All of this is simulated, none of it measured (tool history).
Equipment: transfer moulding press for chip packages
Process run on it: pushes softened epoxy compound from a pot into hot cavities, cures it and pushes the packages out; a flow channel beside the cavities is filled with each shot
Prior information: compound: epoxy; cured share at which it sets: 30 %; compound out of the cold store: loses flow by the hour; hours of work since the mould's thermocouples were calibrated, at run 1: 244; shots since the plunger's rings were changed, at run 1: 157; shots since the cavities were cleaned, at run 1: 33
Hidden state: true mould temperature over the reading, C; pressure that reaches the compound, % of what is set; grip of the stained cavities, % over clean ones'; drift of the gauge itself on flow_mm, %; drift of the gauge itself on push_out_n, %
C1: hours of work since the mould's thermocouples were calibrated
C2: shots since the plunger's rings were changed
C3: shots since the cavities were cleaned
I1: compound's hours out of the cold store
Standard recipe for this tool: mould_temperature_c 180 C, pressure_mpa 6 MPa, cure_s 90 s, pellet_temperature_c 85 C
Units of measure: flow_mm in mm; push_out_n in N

{"run": 1, "hour": 0.0, "mould_temperature_c": 180, "pressure_mpa": 6, "cure_s": 90, "pellet_temperature_c": 85, "C1": 244, "C2": 157, "C3": 33, "I1": 34.5, "flow_mm": 861, "push_out_n": 236}
{"run": 2, "hour": 5.5, "mould_temperature_c": 180, "pressure_mpa": 6, "cure_s": 90, "pellet_temperature_c": 85, "C1": 248, "C2": 236, "C3": 112, "I1": 16, "flow_mm": 924, "push_out_n": 273}
{"run": 3, "hour": 18.0, "mould_temperature_c": 180, "pressure_mpa": 6, "cure_s": 84, "pellet_temperature_c": 85, "C1": 257, "C2": 415, "C3": 291, "I1": 26.9, "flow_mm": 879, "push_out_n": 326}
{"run": 4, "hour": 26.2, "mould_temperature_c": 180, "pressure_mpa": 6, "cure_s": 84, "pellet_temperature_c": 85, "C1": 263, "C2": 532, "C3": 408, "I1": 16.7, "flow_mm": 916, "push_out_n": 353}
{"hour": 34.2, "done": "cavities cleaned with cleaning compound and waxed"}
{"run": 5, "hour": 38.6, "mould_temperature_c": 180, "pressure_mpa": 6, "cure_s": 84, "pellet_temperature_c": 85, "C1": 271, "C2": 688, "C3": 62, "I1": 45, "flow_mm": 809, "push_out_n": 262}
{"run": 6, "hour": 44.4, "mould_temperature_c": 180, "pressure_mpa": 6, "cure_s": 84, "pellet_temperature_c": 85, "C1": 275, "C2": 771, "C3": 145, "I1": 30, "flow_mm": 864, "push_out_n": 298}
{"run": 7, "hour": 52.1, "mould_temperature_c": 180, "pressure_mpa": 6, "cure_s": 84, "pellet_temperature_c": 85, "C1": 280, "C2": 881, "C3": 255, "I1": 47.2, "flow_mm": 802, "push_out_n": 291}
{"run": 8, "hour": 62.9, "mould_temperature_c": 180, "pressure_mpa": 5.07, "cure_s": 90, "pellet_temperature_c": 85, "C1": 288, "C2": 1035, "C3": 409, "I1": 42.6, "flow_mm": 748, "push_out_n": 293}
{"hour": 70.4, "done": "cavities cleaned with cleaning compound and waxed"}
{"run": 9, "hour": 76.5, "mould_temperature_c": 180, "pressure_mpa": 5.07, "cure_s": 90, "pellet_temperature_c": 85, "C1": 297, "C2": 1209, "C3": 88, "I1": 42.9, "flow_mm": 748, "push_out_n": 232}
{"run": 10, "hour": 85.9, "mould_temperature_c": 180, "pressure_mpa": 6, "cure_s": 90, "pellet_temperature_c": 85, "C1": 304, "C2": 1344, "C3": 223, "I1": 29.8, "flow_mm": 857, "push_out_n": 280}
{"run": 11, "hour": 96.2, "mould_temperature_c": 176, "pressure_mpa": 6, "cure_s": 90, "pellet_temperature_c": 85, "C1": 311, "C2": 1491, "C3": 370, "I1": 32.4, "flow_mm": 861, "push_out_n": 382}
{"run": 12, "hour": 102.8, "mould_temperature_c": 180, "pressure_mpa": 6, "cure_s": 90, "pellet_temperature_c": 85, "C1": 316, "C2": 1585, "C3": 464, "I1": 34.1, "flow_mm": 834, "push_out_n": 316}
{"hour": 106.8, "done": "cavities cleaned with cleaning compound and waxed"}
{"run": 13, "hour": 113.0, "mould_temperature_c": 180, "pressure_mpa": 6, "cure_s": 90, "pellet_temperature_c": 85, "C1": 322, "C2": 1710, "C3": 89, "I1": 30.5, "flow_mm": 845, "push_out_n": 239}
{"run": 14, "hour": 123.8, "mould_temperature_c": 176, "pressure_mpa": 6, "cure_s": 90, "pellet_temperature_c": 94, "C1": 330, "C2": 1865, "C3": 244, "I1": 39.1, "flow_mm": 833, "push_out_n": 325}
{"run": 15, "hour": 133.0, "mould_temperature_c": 176, "pressure_mpa": 6, "cure_s": 90, "pellet_temperature_c": 94, "C1": 336, "C2": 1996, "C3": 375, "I1": 43.4, "flow_mm": 818, "push_out_n": 348}
{"run": 16, "hour": 140.3, "mould_temperature_c": 185, "pressure_mpa": 5.54, "cure_s": 90, "pellet_temperature_c": 79, "C1": 342, "C2": 2101, "C3": 480, "I1": 10.8, "flow_mm": 862, "push_out_n": 276}
{"hour": 143.0, "done": "cavities cleaned with cleaning compound and waxed"}
{"run": 17, "hour": 152.0, "mould_temperature_c": 174, "pressure_mpa": 5.12, "cure_s": 91, "pellet_temperature_c": 91, "C1": 349, "C2": 2247, "C3": 129, "I1": 8.1, "flow_mm": 882, "push_out_n": 358}
{"run": 18, "hour": 159.8, "mould_temperature_c": 186, "pressure_mpa": 5.12, "cure_s": 91, "pellet_temperature_c": 94, "C1": 355, "C2": 2359, "C3": 241, "I1": 31.4, "flow_mm": 761, "push_out_n": 243}
{"run": 19, "hour": 165.8, "mould_temperature_c": 186, "pressure_mpa": 5.12, "cure_s": 91, "pellet_temperature_c": 94, "C1": 359, "C2": 2445, "C3": 327, "I1": 41.2, "flow_mm": 726, "push_out_n": 251}
{"hour": 174.5, "done": "mould's thermocouples calibrated"}
{"run": 20, "hour": 176.5, "mould_temperature_c": 177, "pressure_mpa": 7.34, "cure_s": 89, "pellet_temperature_c": 84, "C1": 1, "C2": 2569, "C3": 451, "I1": 32, "flow_mm": 936, "push_out_n": 382}
{"hour": 181.4, "done": "cavities cleaned with cleaning compound and waxed"}
{"run": 21, "hour": 183.3, "mould_temperature_c": 180, "pressure_mpa": 5.82, "cure_s": 90, "pellet_temperature_c": 76, "C1": 5, "C2": 2645, "C3": 28, "I1": 17.6, "flow_mm": 870, "push_out_n": 242}
{"run": 22, "hour": 191.9, "mould_temperature_c": 180, "pressure_mpa": 5.82, "cure_s": 90, "pellet_temperature_c": 76, "C1": 11, "C2": 2767, "C3": 150, "I1": 22.2, "flow_mm": 860, "push_out_n": 280}
{"run": 23, "hour": 198.1, "mould_temperature_c": 180, "pressure_mpa": 5.82, "cure_s": 90, "pellet_temperature_c": 76, "C1": 16, "C2": 2856, "C3": 239, "I1": 21.6, "flow_mm": 859, "push_out_n": 304}

Consider 5 possible next runs. They are alternatives, not a sequence: every one starts from the tool as it was left by run 23. What does each give?
{"hour": 207.3, "done": "plunger's sealing rings changed"}
{"run": "A", "hour": 208.9, "mould_temperature_c": 176, "pressure_mpa": 5.25, "cure_s": 115, "pellet_temperature_c": 85, "C1": 22, "C2": 23, "C3": 358, "I1": 44.2, "flow_mm": "?", "push_out_n": "?"}
{"hour": 207.3, "done": "plunger's sealing rings changed"}
{"run": "B", "hour": 208.9, "mould_temperature_c": 182, "pressure_mpa": 7.1, "cure_s": 90, "pellet_temperature_c": 76, "C1": 22, "C2": 23, "C3": 358, "I1": 14.3, "flow_mm": "?", "push_out_n": "?"}
{"hour": 207.3, "done": "plunger's sealing rings changed"}
{"run": "C", "hour": 208.9, "mould_temperature_c": 180, "pressure_mpa": 5.82, "cure_s": 105, "pellet_temperature_c": 76, "C1": 22, "C2": 23, "C3": 358, "I1": 42.6, "flow_mm": "?", "push_out_n": "?"}
{"hour": 207.3, "done": "plunger's sealing rings changed"}
{"run": "D", "hour": 208.9, "mould_temperature_c": 180, "pressure_mpa": 5.82, "cure_s": 90, "pellet_temperature_c": 82, "C1": 22, "C2": 23, "C3": 358, "I1": 13.2, "flow_mm": "?", "push_out_n": "?"}
{"hour": 207.3, "done": "plunger's sealing rings changed"}
{"run": "E", "hour": 208.9, "mould_temperature_c": 175, "pressure_mpa": 5.01, "cure_s": 71, "pellet_temperature_c": 85, "C1": 22, "C2": 23, "C3": 358, "I1": 42.5, "flow_mm": "?", "push_out_n": "?"}

run=A flow_mm=778 push_out_n=276
run=B flow_mm=1001 push_out_n=300
run=C flow_mm=822 push_out_n=251
run=D flow_mm=926 push_out_n=312
run=E flow_mm=770 push_out_n=659
The same runs, with their run-to-run variation unchanged, on a tool lacking any hidden condition would have given:
run=A flow_mm=780 push_out_n=205
run=B flow_mm=1004 push_out_n=221
run=C flow_mm=824 push_out_n=183
run=D flow_mm=928 push_out_n=231
run=E flow_mm=773 push_out_n=487
